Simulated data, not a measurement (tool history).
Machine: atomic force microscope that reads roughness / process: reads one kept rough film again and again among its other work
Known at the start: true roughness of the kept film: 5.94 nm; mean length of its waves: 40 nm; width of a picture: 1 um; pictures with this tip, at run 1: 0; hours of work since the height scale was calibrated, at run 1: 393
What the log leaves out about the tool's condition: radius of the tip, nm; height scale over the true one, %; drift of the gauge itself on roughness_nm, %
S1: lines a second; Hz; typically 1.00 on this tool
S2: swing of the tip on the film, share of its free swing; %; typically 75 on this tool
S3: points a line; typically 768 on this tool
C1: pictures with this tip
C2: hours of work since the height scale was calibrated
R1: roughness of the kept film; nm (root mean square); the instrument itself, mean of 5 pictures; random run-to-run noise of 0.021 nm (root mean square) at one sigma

{"run": 1, "hour": 0.0, "S1": 1.0, "S2": 75, "S3": 768, "C1": 0, "C2": 393, "R1": 5.158}
{"run": 2, "hour": 15.6, "S1": 1.0, "S2": 75, "S3": 768, "C1": 35, "C2": 405, "R1": 4.79}
{"run": 3, "hour": 32.5, "S1": 1.0, "S2": 75, "S3": 768, "C1": 74, "C2": 418, "R1": 4.505}
{"run": 4, "hour": 45.7, "S1": 1.0, "S2": 75, "S3": 768, "C1": 104, "C2": 429, "R1": 4.294}
{"run": 5, "hour": 61.2, "S1": 1.0, "S2": 75, "S3": 768, "C1": 139, "C2": 441, "R1": 4.062}
{"hour": 65.7, "done": "new tip fitted"}
{"run": 6, "hour": 73.5, "S1": 1.0, "S2": 61, "S3": 768, "C1": 18, "C2": 450, "R1": 5.116}
{"run": 7, "hour": 83.1, "S1": 1.0, "S2": 75, "S3": 768, "C1": 40, "C2": 458, "R1": 4.804}
{"run": 8, "hour": 99.5, "S1": 1.0, "S2": 75, "S3": 449, "C1": 78, "C2": 470, "R1": 4.45}
{"run": 9, "hour": 114.8, "S1": 1.0, "S2": 75, "S3": 449, "C1": 112, "C2": 482, "R1": 4.183}
{"run": 10, "hour": 129.3, "S1": 1.0, "S2": 75, "S3": 660, "C1": 146, "C2": 494, "R1": 3.955}
{"hour": 131.2, "done": "new tip fitted"}
{"run": 11, "hour": 143.4, "S1": 1.0, "S2": 64, "S3": 768, "C1": 28, "C2": 504, "R1": 4.991}
{"run": 12, "hour": 156.8, "S1": 1.0, "S2": 59, "S3": 768, "C1": 58, "C2": 515, "R1": 4.824}
{"run": 13, "hour": 169.7, "S1": 1.0, "S2": 59, "S3": 564, "C1": 88, "C2": 525, "R1": 4.543}
{"run": 14, "hour": 184.3, "S1": 2.23, "S2": 75, "S3": 768, "C1": 121, "C2": 536, "R1": 4.053}
{"run": 15, "hour": 192.3, "S1": 2.23, "S2": 75, "S3": 768, "C1": 139, "C2": 542, "R1": 3.901}
{"hour": 197.1, "done": "new tip fitted"}
{"run": 16, "hour": 206.2, "S1": 1.26, "S2": 70, "S3": 314, "C1": 21, "C2": 553, "R1": 4.911}
{"run": 17, "hour": 223.7, "S1": 3.64, "S2": 75, "S3": 768, "C1": 61, "C2": 567, "R1": 4.169}
{"run": 18, "hour": 232.9, "S1": 3.64, "S2": 75, "S3": 768, "C1": 82, "C2": 574, "R1": 4.042}
{"run": 19, "hour": 244.5, "S1": 3.88, "S2": 78, "S3": 563, "C1": 108, "C2": 583, "R1": 3.738}
{"hour": 262.3, "done": "new tip fitted"}
{"run": 20, "hour": 263.3, "S1": 3.88, "S2": 78, "S3": 563, "C1": 2, "C2": 597, "R1": 4.539}
{"run": 21, "hour": 279.2, "S1": 3.88, "S2": 78, "S3": 563, "C1": 39, "C2": 610, "R1": 4.222}
{"run": 22, "hour": 289.0, "S1": 3.88, "S2": 78, "S3": 563, "C1": 61, "C2": 617, "R1": 4.091}
{"run": 23, "hour": 305.6, "S1": 2.39, "S2": 84, "S3": 402, "C1": 99, "C2": 630, "R1": 3.866}
{"run": 24, "hour": 322.7, "S1": 2.39, "S2": 84, "S3": 402, "C1": 138, "C2": 643, "R1": 3.661}
{"hour": 328.3, "done": "new tip fitted"}
{"run": 25, "hour": 335.2, "S1": 3.45, "S2": 73, "S3": 392, "C1": 15, "C2": 653, "R1": 4.619}

Consider 3 possible next runs. They are alternatives, not a sequence: every one starts from the tool as it was left by run 25. What does each give?
{"run": "A", "hour": 344.5, "S1": 0.92, "S2": 75, "S3": 768, "C1": 37, "C2": 660, "R1": "?"}
{"run": "B", "hour": 344.5, "S1": 1.0, "S2": 70, "S3": 555, "C1": 37, "C2": 660, "R1": "?"}
{"run": "C", "hour": 344.5, "S1": 2.13, "S2": 82, "S3": 592, "C1": 37, "C2": 660, "R1": "?"}

run=A R1=4.841
run=B R1=4.886
run=C R1=4.473
With the hidden condition removed and each run's random variation left untouched, the same runs would have given:
run=A R1=5.201
run=B R1=5.249
run=C R1=4.805

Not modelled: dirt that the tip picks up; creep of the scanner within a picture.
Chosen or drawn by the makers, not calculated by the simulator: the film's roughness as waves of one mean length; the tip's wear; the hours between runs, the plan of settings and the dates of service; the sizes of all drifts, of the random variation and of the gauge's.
